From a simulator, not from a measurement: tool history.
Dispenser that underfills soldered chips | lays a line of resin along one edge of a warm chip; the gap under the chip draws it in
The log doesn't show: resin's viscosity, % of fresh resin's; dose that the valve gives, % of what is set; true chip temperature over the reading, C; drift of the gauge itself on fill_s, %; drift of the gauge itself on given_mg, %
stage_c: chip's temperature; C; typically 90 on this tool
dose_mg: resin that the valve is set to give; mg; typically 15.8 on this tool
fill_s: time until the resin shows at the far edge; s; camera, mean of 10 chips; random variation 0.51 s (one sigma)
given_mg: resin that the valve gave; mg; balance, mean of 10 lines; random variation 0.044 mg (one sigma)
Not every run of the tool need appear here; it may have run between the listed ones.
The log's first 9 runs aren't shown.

run	day	stage_c	dose_mg	hours of work since the syringe was changed	hours of work since the valve was cleaned	hours of work since the stage was calibrated	fill_s	given_mg
10	1.379	90	15.8	5	75	65	53.4	15.16
# day 1.512: new syringe of resin
11	1.521	92	15.8	0	77	67	39.8	15.17
12	1.612	90	15.8	2	78	69	45.3	15.23
13	1.817	90	15.8	4	81	72	54.2	15.23
# day 1.971: new syringe of resin
14	2.029	90	15.8	1	84	75	43.4	15.18
15	2.212	90	15.8	3	87	77	50.8	15.33
16	2.412	100	15.8	6	90	80	41.4	15.14
# day 2.442: new syringe of resin
17	2.55	100	15.8	2	91	82	31.6	15.14
18	2.679	103	15	3	93	84	32.1	14.38
19	2.838	77	14.4	6	96	86	98.5	13.8
# day 2.904: new syringe of resin
20	2.938	88	19.3	0	97	87	44.7	18.5
21	3.117	85	17.7	3	99	90	59.3	16.93
22	3.212	87	13.4	4	101	91	63	12.88
23	3.321	78	15.8	6	102	93	96	15.06
# day 3.362: new syringe of resin
24	3.508	88	16.7	2	105	95	49.8	15.89
25	3.662	98	14.9	4	107	98	40.1	14.18
26	3.796	98	14.9	6	109	100	44.9	14.23
# day 3.833: new syringe of resin
27	3.917	98	14.9	1	111	101	34.3	14.24
28	4.088	94	17.7	4	113	104	45.1	16.79
29	4.262	94	17.7	6	116	106	51.9	16.77
# day 4.304: new syringe of resin
# day 4.392: dispensing valve cleaned and set on the balance
30	4.446	82	14.8	1	1	108	61.8	14.81
31	4.646	97	18.2	4	4	111	41.7	18.16
# day 4.808: new syringe of resin
32	4.842	86	16.2	0	6	114	50.3	16.17

What does the tool deliver on the next run?
33	4.971	77	14.5	2	8	116	?	?

{"run 33": {"fill_s": 81.5, "given_mg": 14.44}}
With the hidden condition absent and the run-to-run variation left alone, this run would have shown fill_s 69.1 s, given_mg 14.5 mg.
